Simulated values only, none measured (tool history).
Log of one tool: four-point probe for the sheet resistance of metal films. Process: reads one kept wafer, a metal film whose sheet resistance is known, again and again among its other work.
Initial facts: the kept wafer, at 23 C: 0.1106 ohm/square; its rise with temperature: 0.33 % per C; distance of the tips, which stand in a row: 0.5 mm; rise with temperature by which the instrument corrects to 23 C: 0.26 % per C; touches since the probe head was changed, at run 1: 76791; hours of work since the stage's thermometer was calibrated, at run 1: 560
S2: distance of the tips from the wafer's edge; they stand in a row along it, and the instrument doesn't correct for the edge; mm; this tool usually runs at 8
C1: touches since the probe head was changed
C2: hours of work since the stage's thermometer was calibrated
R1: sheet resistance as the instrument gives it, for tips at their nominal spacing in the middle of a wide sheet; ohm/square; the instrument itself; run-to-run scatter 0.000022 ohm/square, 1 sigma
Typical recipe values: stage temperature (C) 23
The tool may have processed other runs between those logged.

{"run": 1, "hour": 0.0, "stage temperature (C)": 23, "S2": 8, "C1": 76791, "C2": 560, "R1": 0.111594}
{"run": 2, "hour": 39.1, "stage temperature (C)": 23, "S2": 8, "C1": 78305, "C2": 578, "R1": 0.111662}
{"run": 3, "hour": 60.2, "stage temperature (C)": 23, "S2": 8, "C1": 79122, "C2": 588, "R1": 0.111668}
{"run": 4, "hour": 98.9, "stage temperature (C)": 23, "S2": 8, "C1": 80620, "C2": 605, "R1": 0.11168}
{"run": 5, "hour": 117.1, "stage temperature (C)": 23, "S2": 8, "C1": 81326, "C2": 614, "R1": 0.111636}
{"run": 6, "hour": 142.2, "stage temperature (C)": 23, "S2": 8, "C1": 82299, "C2": 625, "R1": 0.111677}
{"run": 7, "hour": 183.7, "stage temperature (C)": 33, "S2": 8, "C1": 83904, "C2": 644, "R1": 0.112537}
{"run": 8, "hour": 204.7, "stage temperature (C)": 33, "S2": 8, "C1": 84718, "C2": 654, "R1": 0.112546}
{"run": 9, "hour": 228.2, "stage temperature (C)": 32, "S2": 8, "C1": 85629, "C2": 665, "R1": 0.112477}
{"run": 10, "hour": 250.2, "stage temperature (C)": 32, "S2": 8, "C1": 86481, "C2": 675, "R1": 0.1125}
{"run": 11, "hour": 286.4, "stage temperature (C)": 32, "S2": 8, "C1": 87882, "C2": 692, "R1": 0.112502}
{"run": 12, "hour": 306.3, "stage temperature (C)": 23, "S2": 8, "C1": 88652, "C2": 701, "R1": 0.111704}
{"run": 13, "hour": 323.2, "stage temperature (C)": 23, "S2": 8, "C1": 89306, "C2": 709, "R1": 0.111793}
{"run": 14, "hour": 345.6, "stage temperature (C)": 35, "S2": 12, "C1": 90177, "C2": 719, "R1": 0.112613}
{"run": 15, "hour": 368.4, "stage temperature (C)": 30, "S2": 3, "C1": 91057, "C2": 729, "R1": 0.113727}
{"run": 16, "hour": 403.8, "stage temperature (C)": 30, "S2": 46, "C1": 92429, "C2": 746, "R1": 0.11218}
{"hour": 406.4, "done": "stage's thermometer calibrated"}
{"run": 17, "hour": 436.4, "stage temperature (C)": 25, "S2": 8, "C1": 93671, "C2": 14, "R1": 0.111985}
{"run": 18, "hour": 476.7, "stage temperature (C)": 22, "S2": 8, "C1": 95233, "C2": 32, "R1": 0.111784}
{"run": 19, "hour": 498.6, "stage temperature (C)": 22, "S2": 8, "C1": 96082, "C2": 42, "R1": 0.111794}
{"run": 20, "hour": 530.3, "stage temperature (C)": 27, "S2": 62, "C1": 97308, "C2": 57, "R1": 0.111976}
{"run": 21, "hour": 555.8, "stage temperature (C)": 20, "S2": 72, "C1": 98295, "C2": 69, "R1": 0.111353}
{"run": 22, "hour": 579.2, "stage temperature (C)": 31, "S2": 7, "C1": 99203, "C2": 79, "R1": 0.112643}
{"hour": 616.9, "done": "stage's thermometer calibrated, once more"}
{"run": 23, "hour": 618.3, "stage temperature (C)": 28, "S2": 16, "C1": 100699, "C2": 1, "R1": 0.112042}

5 options for the next run, each taken on its own from the tool as it stands now. Forecast them:
{"run": "A", "hour": 637.7, "stage temperature (C)": 19, "S2": 63, "C1": 101450, "C2": 10, "R1": "?"}
{"run": "B", "hour": 637.7, "stage temperature (C)": 28, "S2": 6, "C1": 101450, "C2": 10, "R1": "?"}
{"run": "C", "hour": 637.7, "stage temperature (C)": 28, "S2": 3, "C1": 101450, "C2": 10, "R1": "?"}
{"run": "D", "hour": 637.7, "stage temperature (C)": 22, "S2": 55, "C1": 101450, "C2": 10, "R1": "?"}
{"run": "E", "hour": 637.7, "stage temperature (C)": 25, "S2": 16, "C1": 101450, "C2": 10, "R1": "?"}

run=A R1=0.111193
run=B R1=0.112378
run=C R1=0.113603
run=D R1=0.111461
run=E R1=0.111736
Stripped of hidden state, with their random variation kept, the same runs would have yielded:
run=A R1=0.110264
run=B R1=0.111439
run=C R1=0.112655
run=D R1=0.110529
run=E R1=0.110802
